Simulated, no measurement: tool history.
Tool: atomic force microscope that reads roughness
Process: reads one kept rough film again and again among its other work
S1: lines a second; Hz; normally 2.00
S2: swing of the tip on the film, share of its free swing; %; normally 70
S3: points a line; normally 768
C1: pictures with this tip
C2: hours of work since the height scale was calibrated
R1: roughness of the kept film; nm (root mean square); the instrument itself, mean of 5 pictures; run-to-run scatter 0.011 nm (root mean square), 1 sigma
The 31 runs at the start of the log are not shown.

{"run": 32, "hour": 667.7, "S1": 0.74, "S2": 71, "S3": 768, "C1": 136, "C2": 750, "R1": 2.657}
{"run": 33, "hour": 694.7, "S1": 0.74, "S2": 71, "S3": 768, "C1": 169, "C2": 762, "R1": 2.649}
{"run": 34, "hour": 709.1, "S1": 0.89, "S2": 76, "S3": 711, "C1": 187, "C2": 769, "R1": 2.613}
{"run": 35, "hour": 728.7, "S1": 1.0, "S2": 70, "S3": 631, "C1": 212, "C2": 778, "R1": 2.641}
{"run": 36, "hour": 753.2, "S1": 1.0, "S2": 70, "S3": 631, "C1": 242, "C2": 789, "R1": 2.614}
{"hour": 762.3, "done": "new tip fitted"}
{"run": 37, "hour": 767.9, "S1": 1.0, "S2": 70, "S3": 631, "C1": 7, "C2": 796, "R1": 2.641}
{"run": 38, "hour": 781.4, "S1": 1.45, "S2": 77, "S3": 768, "C1": 24, "C2": 802, "R1": 2.503}
{"run": 39, "hour": 795.7, "S1": 1.05, "S2": 61, "S3": 663, "C1": 42, "C2": 808, "R1": 2.678}
{"run": 40, "hour": 811.1, "S1": 0.58, "S2": 70, "S3": 768, "C1": 61, "C2": 815, "R1": 2.675}
{"run": 41, "hour": 839.5, "S1": 0.58, "S2": 70, "S3": 768, "C1": 97, "C2": 828, "R1": 2.699}
{"run": 42, "hour": 867.0, "S1": 2.0, "S2": 83, "S3": 663, "C1": 131, "C2": 841, "R1": 2.314}
{"run": 43, "hour": 881.1, "S1": 2.0, "S2": 83, "S3": 663, "C1": 149, "C2": 847, "R1": 2.304}
{"run": 44, "hour": 909.2, "S1": 2.0, "S2": 71, "S3": 300, "C1": 184, "C2": 860, "R1": 2.481}
{"run": 45, "hour": 924.9, "S1": 2.0, "S2": 71, "S3": 300, "C1": 203, "C2": 867, "R1": 2.475}
{"run": 46, "hour": 938.9, "S1": 1.28, "S2": 83, "S3": 881, "C1": 221, "C2": 874, "R1": 2.475}
{"run": 47, "hour": 951.7, "S1": 1.01, "S2": 83, "S3": 805, "C1": 237, "C2": 880, "R1": 2.514}
{"hour": 965.0, "done": "new tip fitted"}
{"run": 48, "hour": 965.7, "S1": 1.09, "S2": 72, "S3": 262, "C1": 1, "C2": 886, "R1": 2.562}
{"run": 49, "hour": 981.6, "S1": 2.63, "S2": 73, "S3": 330, "C1": 21, "C2": 893, "R1": 2.371}
{"run": 50, "hour": 1006.4, "S1": 2.63, "S2": 73, "S3": 330, "C1": 52, "C2": 905, "R1": 2.395}
{"run": 51, "hour": 1029.3, "S1": 2.0, "S2": 56, "S3": 361, "C1": 80, "C2": 915, "R1": 2.641}
{"run": 52, "hour": 1056.9, "S1": 2.56, "S2": 70, "S3": 868, "C1": 115, "C2": 928, "R1": 2.468}
{"run": 53, "hour": 1075.0, "S1": 1.04, "S2": 74, "S3": 510, "C1": 137, "C2": 936, "R1": 2.596}

4 options for the next run, each taken on its own from the tool as it stands now. Forecast them:
{"run": "A", "hour": 1099.4, "S1": 0.62, "S2": 61, "S3": 490, "C1": 168, "C2": 947, "R1": "?"}
{"run": "B", "hour": 1099.4, "S1": 2.0, "S2": 89, "S3": 608, "C1": 168, "C2": 947, "R1": "?"}
{"run": "C", "hour": 1099.4, "S1": 1.04, "S2": 70, "S3": 962, "C1": 168, "C2": 947, "R1": "?"}
{"run": "D", "hour": 1099.4, "S1": 2.0, "S2": 70, "S3": 865, "C1": 168, "C2": 947, "R1": "?"}

run=A R1=2.685
run=B R1=2.206
run=C R1=2.618
run=D R1=2.513
What these runs would have given with no unlogged condition in the tool:
run=A R1=2.692
run=B R1=2.211
run=C R1=2.624
run=D R1=2.520
